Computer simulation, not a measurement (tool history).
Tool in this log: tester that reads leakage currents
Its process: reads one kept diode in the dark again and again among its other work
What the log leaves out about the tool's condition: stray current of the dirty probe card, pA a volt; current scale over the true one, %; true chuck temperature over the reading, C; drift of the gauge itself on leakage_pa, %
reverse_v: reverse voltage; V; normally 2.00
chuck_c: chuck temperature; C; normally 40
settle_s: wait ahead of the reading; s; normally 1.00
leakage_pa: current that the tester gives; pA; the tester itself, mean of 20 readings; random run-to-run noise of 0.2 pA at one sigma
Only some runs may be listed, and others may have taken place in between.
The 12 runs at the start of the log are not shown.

| run | hour | reverse_v | chuck_c | settle_s | hours of work since the probe card was cleaned | hours of work since the tester was calibrated | hours of work since the chuck was calibrated | leakage_pa |
|---|---|---|---|---|---|---|---|---|
| 13 | 2218.6 | 2.00 | 21 | 1.00 | 2063 | 152 | 1313 | 20.35 |
| 14 | 2371.9 | 2.00 | 21 | 1.00 | 2129 | 218 | 1379 | 20.68 |
| 15 | 2528.1 | 2.00 | 21 | 1.00 | 2197 | 285 | 1447 | 20.68 |
|  | 2651.1 | chuck's temperature calibrated |
| 16 | 2809.0 | 2.00 | 21 | 1.00 | 2317 | 406 | 68 | 20.17 |
| 17 | 2964.7 | 2.00 | 36 | 1.00 | 2384 | 473 | 135 | 55.39 |
| 18 | 3124.0 | 5.40 | 36 | 1.00 | 2453 | 542 | 204 | 103.27 |
| 19 | 3335.0 | 2.03 | 40 | 1.00 | 2544 | 633 | 295 | 74.30 |
| 20 | 3477.5 | 11.89 | 41 | 1.00 | 2605 | 694 | 357 | 239.27 |
|  | 3493.0 | tester calibrated, once more |
|  | 3565.8 | probe card cleaned and baked |
| 21 | 3632.2 | 2.00 | 41 | 1.73 | 29 | 59 | 421 | 70.67 |
| 22 | 3877.6 | 2.00 | 56 | 2.54 | 135 | 165 | 527 | 201.22 |
| 23 | 3996.8 | 2.00 | 50 | 1.00 | 186 | 216 | 578 | 134.68 |
| 24 | 4175.3 | 2.00 | 50 | 1.00 | 263 | 293 | 656 | 134.88 |
| 25 | 4384.0 | 2.00 | 50 | 1.00 | 353 | 383 | 746 | 135.74 |
| 26 | 4637.2 | 2.00 | 50 | 1.00 | 462 | 492 | 855 | 136.65 |
| 27 | 4848.0 | 2.00 | 50 | 1.00 | 553 | 583 | 946 | 137.71 |
| 28 | 5085.2 | 3.55 | 50 | 5.31 | 656 | 686 | 1048 | 191.26 |
| 29 | 5295.7 | 2.00 | 39 | 4.38 | 746 | 777 | 1139 | 63.49 |
| 30 | 5579.8 | 2.00 | 28 | 7.80 | 869 | 899 | 1261 | 28.62 |
| 31 | 5721.6 | 1.60 | 25 | 3.05 | 930 | 960 | 1323 | 20.16 |
| 32 | 5933.7 | 17.09 | 40 | 1.00 | 1022 | 1052 | 1414 | 253.91 |
| 33 | 6092.0 | 17.09 | 40 | 1.00 | 1090 | 1120 | 1482 | 256.23 |

Alternative continuations, all from the tool just after run 33; predict every row:
|  | 6140.2 | chuck's temperature calibrated |
| A | 6268.0 | 3.58 | 34 | 2.20 | 1165 | 1195 | 55 | ? |
|  | 6140.2 | chuck's temperature calibrated |
| B | 6268.0 | 5.72 | 54 | 3.14 | 1165 | 1195 | 55 | ? |
|  | 6140.2 | chuck's temperature calibrated |
| C | 6268.0 | 17.09 | 54 | 1.00 | 1165 | 1195 | 55 | ? |
|  | 6140.2 | chuck's temperature calibrated |
| D | 6268.0 | 17.09 | 27 | 3.58 | 1165 | 1195 | 55 | ? |

| run | leakage_pa |
|---|---|
| A | 62.68 |
| B | 328.81 |
| C | 630.56 |
| D | 104.16 |
With no hidden state in the tool, these same runs would have given:
| run | leakage_pa |
|---|---|
| A | 57.89 |
| B | 318.47 |
| C | 603.83 |
| D | 83.63 |

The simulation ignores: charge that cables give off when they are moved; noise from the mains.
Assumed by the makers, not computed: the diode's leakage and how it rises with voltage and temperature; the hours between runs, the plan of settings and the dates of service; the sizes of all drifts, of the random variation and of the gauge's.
